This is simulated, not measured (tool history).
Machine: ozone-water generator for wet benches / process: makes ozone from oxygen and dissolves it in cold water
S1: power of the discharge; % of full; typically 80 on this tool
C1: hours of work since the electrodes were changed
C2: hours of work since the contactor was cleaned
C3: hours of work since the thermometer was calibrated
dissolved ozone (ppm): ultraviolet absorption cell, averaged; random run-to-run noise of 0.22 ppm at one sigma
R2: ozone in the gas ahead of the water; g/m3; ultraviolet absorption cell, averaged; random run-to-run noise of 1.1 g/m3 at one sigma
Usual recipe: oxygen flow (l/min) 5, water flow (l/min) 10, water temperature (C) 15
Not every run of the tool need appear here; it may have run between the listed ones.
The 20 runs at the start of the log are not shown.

{"hour": 2950.2, "done": "water thermometer calibrated"}
{"run": 21, "hour": 2970.8, "S1": 80, "oxygen flow (l/min)": 5, "water flow (l/min)": 10, "water temperature (C)": 13, "C1": 2528, "C2": 196, "C3": 16, "dissolved ozone (ppm)": 33.2, "R2": 194}
{"run": 22, "hour": 3088.1, "S1": 47, "oxygen flow (l/min)": 4.75, "water flow (l/min)": 10, "water temperature (C)": 15, "C1": 2622, "C2": 289, "C3": 110, "dissolved ozone (ppm)": 19.3, "R2": 119.3}
{"run": 23, "hour": 3183.0, "S1": 47, "oxygen flow (l/min)": 4.75, "water flow (l/min)": 10, "water temperature (C)": 15, "C1": 2697, "C2": 364, "C3": 185, "dissolved ozone (ppm)": 19.6, "R2": 119.1}
{"run": 24, "hour": 3323.8, "S1": 47, "oxygen flow (l/min)": 4.75, "water flow (l/min)": 10, "water temperature (C)": 15, "C1": 2809, "C2": 476, "C3": 297, "dissolved ozone (ppm)": 19.5, "R2": 122}
{"run": 25, "hour": 3473.7, "S1": 47, "oxygen flow (l/min)": 4.75, "water flow (l/min)": 10, "water temperature (C)": 15, "C1": 2928, "C2": 595, "C3": 416, "dissolved ozone (ppm)": 19.6, "R2": 121.4}
{"run": 26, "hour": 3624.4, "S1": 77, "oxygen flow (l/min)": 4.75, "water flow (l/min)": 10, "water temperature (C)": 12, "C1": 3048, "C2": 715, "C3": 536, "dissolved ozone (ppm)": 32.5, "R2": 194.6}
{"run": 27, "hour": 3801.3, "S1": 57, "oxygen flow (l/min)": 4.79, "water flow (l/min)": 10, "water temperature (C)": 17, "C1": 3188, "C2": 855, "C3": 676, "dissolved ozone (ppm)": 22.6, "R2": 146.3}
{"run": 28, "hour": 3948.0, "S1": 76, "oxygen flow (l/min)": 5, "water flow (l/min)": 10, "water temperature (C)": 15, "C1": 3305, "C2": 972, "C3": 793, "dissolved ozone (ppm)": 30.4, "R2": 184.5}
{"run": 29, "hour": 4138.0, "S1": 45, "oxygen flow (l/min)": 5, "water flow (l/min)": 10, "water temperature (C)": 15, "C1": 3456, "C2": 1123, "C3": 944, "dissolved ozone (ppm)": 18.3, "R2": 113.2}
{"run": 30, "hour": 4251.7, "S1": 80, "oxygen flow (l/min)": 5, "water flow (l/min)": 14, "water temperature (C)": 13, "C1": 3546, "C2": 1213, "C3": 1034, "dissolved ozone (ppm)": 26.1, "R2": 193.6}
{"run": 31, "hour": 4395.2, "S1": 80, "oxygen flow (l/min)": 5, "water flow (l/min)": 7, "water temperature (C)": 8, "C1": 3660, "C2": 1327, "C3": 1148, "dissolved ozone (ppm)": 44.9, "R2": 195.9}
{"run": 32, "hour": 4576.0, "S1": 61, "oxygen flow (l/min)": 8.89, "water flow (l/min)": 13, "water temperature (C)": 8, "C1": 3804, "C2": 1471, "C3": 1292, "dissolved ozone (ppm)": 21.1, "R2": 105.2}
{"run": 33, "hour": 4694.2, "S1": 80, "oxygen flow (l/min)": 5, "water flow (l/min)": 10, "water temperature (C)": 9, "C1": 3898, "C2": 1565, "C3": 1386, "dissolved ozone (ppm)": 35.4, "R2": 196.9}

Here are 3 independent what-if runs from the current tool condition. What would each one return?
{"run": "A", "hour": 4840.1, "S1": 80, "oxygen flow (l/min)": 4.61, "water flow (l/min)": 7, "water temperature (C)": 13, "C1": 4013, "C2": 1681, "C3": 1501, "dissolved ozone (ppm)": "?", "R2": "?"}
{"run": "B", "hour": 4840.1, "S1": 80, "oxygen flow (l/min)": 3.94, "water flow (l/min)": 10, "water temperature (C)": 9, "C1": 4013, "C2": 1681, "C3": 1501, "dissolved ozone (ppm)": "?", "R2": "?"}
{"run": "C", "hour": 4840.1, "S1": 41, "oxygen flow (l/min)": 2.8, "water flow (l/min)": 10, "water temperature (C)": 15, "C1": 4013, "C2": 1681, "C3": 1501, "dissolved ozone (ppm)": "?", "R2": "?"}

run=A dissolved_ozone_(ppm)=41.3 R2=207.1
run=B dissolved_ozone_(ppm)=36.5 R2=230.5
run=C dissolved_ozone_(ppm)=18.6 R2=151.2
The same runs, with their run-to-run variation unchanged, on a tool lacking any hidden condition would have given:
run=A dissolved_ozone_(ppm)=41.3 R2=202.7
run=B dissolved_ozone_(ppm)=36.6 R2=225.7
run=C dissolved_ozone_(ppm)=18.6 R2=147.9

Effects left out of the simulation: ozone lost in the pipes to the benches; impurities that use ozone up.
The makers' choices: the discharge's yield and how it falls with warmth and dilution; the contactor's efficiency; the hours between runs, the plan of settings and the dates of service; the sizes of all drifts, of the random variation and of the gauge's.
